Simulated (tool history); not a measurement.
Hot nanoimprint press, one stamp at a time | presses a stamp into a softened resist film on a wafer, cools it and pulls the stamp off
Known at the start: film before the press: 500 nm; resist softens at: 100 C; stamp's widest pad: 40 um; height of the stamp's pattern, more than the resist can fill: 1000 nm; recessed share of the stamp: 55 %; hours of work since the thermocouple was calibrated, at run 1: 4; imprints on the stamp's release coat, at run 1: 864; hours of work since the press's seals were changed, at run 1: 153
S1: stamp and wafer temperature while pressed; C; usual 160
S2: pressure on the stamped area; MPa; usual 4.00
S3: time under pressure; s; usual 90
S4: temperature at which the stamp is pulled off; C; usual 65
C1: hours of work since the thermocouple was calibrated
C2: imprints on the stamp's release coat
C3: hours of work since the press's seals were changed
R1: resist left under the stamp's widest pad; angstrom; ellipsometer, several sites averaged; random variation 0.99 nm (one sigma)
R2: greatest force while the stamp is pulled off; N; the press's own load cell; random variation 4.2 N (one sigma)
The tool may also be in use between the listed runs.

run   hour   S1    S2  S3  S4  C1   C2   C3    R1   R2
  1    0.0  160  4.00  90  65   4  864  153  2815  200
  2   10.7  160  4.00  90  65   9  888  158  2812  207
  3   18.3  160  3.19  90  65  12  905  161  3039  211
  4   28.3  160  3.19  90  65  16  928  165  3044  201
  5   34.8  160  3.19  90  61  19  942  168  3024  223
  6   43.8  160  4.00  90  63  23  962  172  2818  212
      58.5  -- stamp cleaned and given a new release coat
  7   61.4  160  4.00  90  54  28    6  177  2822  246
  8   70.9  160  4.00  90  54  32   28  181  2826  231
  9   77.2  160  4.00  90  54  35   42  184  2797  231
 10   87.6  160  4.04  90  65  39   65  188  2797  207
 11   93.5  160  4.04  90  65  42   79  191  2805  200
 12  104.8  160  4.20  90  65  47  104  196  2753  207
 13  115.7  160  4.20  90  65  52  128  200  2775  207
 14  124.5  160  4.20  90  65  55  148  204  2765  205
 15  135.2  160  4.20  90  65  60  172  209  2746  201
 16  143.8  165  3.83  90  53  64  191  212  2403  235

The next listed run, before its measurement:
 17  153.5  165  3.83  90  53  68  213  217   ?   ?

Run 17 gave R1 2402 angstrom, R2 246 N.
Without the tool's hidden state the same run would have given R1 2401 angstrom, R2 245 N.

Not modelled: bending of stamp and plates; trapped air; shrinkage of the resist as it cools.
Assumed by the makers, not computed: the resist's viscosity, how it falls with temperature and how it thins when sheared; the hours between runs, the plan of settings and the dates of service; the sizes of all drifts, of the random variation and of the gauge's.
